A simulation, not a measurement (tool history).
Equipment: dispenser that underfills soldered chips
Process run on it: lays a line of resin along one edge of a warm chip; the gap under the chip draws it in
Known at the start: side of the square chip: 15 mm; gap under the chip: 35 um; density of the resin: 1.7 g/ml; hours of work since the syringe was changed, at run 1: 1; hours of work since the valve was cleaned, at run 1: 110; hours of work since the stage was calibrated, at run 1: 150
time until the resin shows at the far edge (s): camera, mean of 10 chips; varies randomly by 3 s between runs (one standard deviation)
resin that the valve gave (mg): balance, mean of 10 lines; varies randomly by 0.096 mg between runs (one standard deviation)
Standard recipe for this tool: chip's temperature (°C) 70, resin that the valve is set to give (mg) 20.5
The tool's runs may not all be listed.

run,day,chip's temperature (°C),resin that the valve is set to give (mg),hours of work since the syringe was changed,hours of work since the valve was cleaned,hours of work since the stage was calibrated,time until the resin shows at the far edge (s),resin that the valve gave (mg)
1,0,70,20.5,1,110,150,310,18.79
2,0.196,70,20.5,4,114,153,361.2,18.88
3,0.362,70,24.4,7,116,156,396.8,22.44
4,0.5,70,24.4,9,119,158,457.3,22.39
# day 0.65: new syringe of resin
5,0.662,70,24.4,0,121,161,282.4,22.34
6,0.838,70,24.4,3,124,164,328,22.1
7,0.946,70,24.4,5,126,165,360.1,22.29
8,1.058,70,24.4,7,128,167,393.1,22.43
9,1.175,70,24.4,9,130,169,427.2,22.35
10,1.288,70,20.5,11,131,171,474.5,18.6
# day 1.362: new syringe of resin
11,1.462,70,20.2,2,134,174,319.4,18.22
12,1.654,70,20.2,5,137,177,381.2,18.32
13,1.883,84,22.8,9,141,181,210.7,20.59
# day 2.071: new syringe of resin
14,2.121,69,21.4,1,145,184,316.8,19.14
15,2.254,59,21.6,3,147,187,618.7,19.55
# day 2.454: dispensing valve cleaned and set on the balance
16,2.454,55,23.6,6,0,189,866.3,23.51
17,2.658,55,26.5,9,3,193,1019.7,26.49
18,2.762,55,26.5,11,5,194,1109.7,26.54
# day 2.829: new syringe of resin
19,2.912,55,26.5,1,7,197,713.1,26.41
20,3.129,55,26.5,5,11,200,833,26.37
21,3.225,64,22.2,7,13,202,544.2,21.94
22,3.354,64,18.9,9,15,204,609.3,18.51
23,3.496,57,18.3,11,17,206,1034.7,18.12
# day 3.546: new syringe of resin
24,3.642,57,18.3,2,19,209,652.2,18.02

What if the next run were any one of these 5? Each begins from the tool's condition after run 24:
A,3.838,70,19.5,5,23,212,?,?
B,3.838,72,20,5,23,212,?,?
C,3.838,69,26.4,5,23,212,?,?
D,3.838,56,19.3,5,23,212,?,?
E,3.838,81,20.3,5,23,212,?,?

run,time until the resin shows at the far edge (s),resin that the valve gave (mg)
A,359.8,19.32
B,324.1,19.76
C,373.8,25.87
D,811.6,19.03
E,198.8,19.88
Take away the tool's hidden state, keep each run's random variation, and the runs would have read:
run,time until the resin shows at the far edge (s),resin that the valve gave (mg)
A,301.2,19.64
B,271.1,20.09
C,313.8,26.3
D,683.2,19.34
E,165.8,20.22

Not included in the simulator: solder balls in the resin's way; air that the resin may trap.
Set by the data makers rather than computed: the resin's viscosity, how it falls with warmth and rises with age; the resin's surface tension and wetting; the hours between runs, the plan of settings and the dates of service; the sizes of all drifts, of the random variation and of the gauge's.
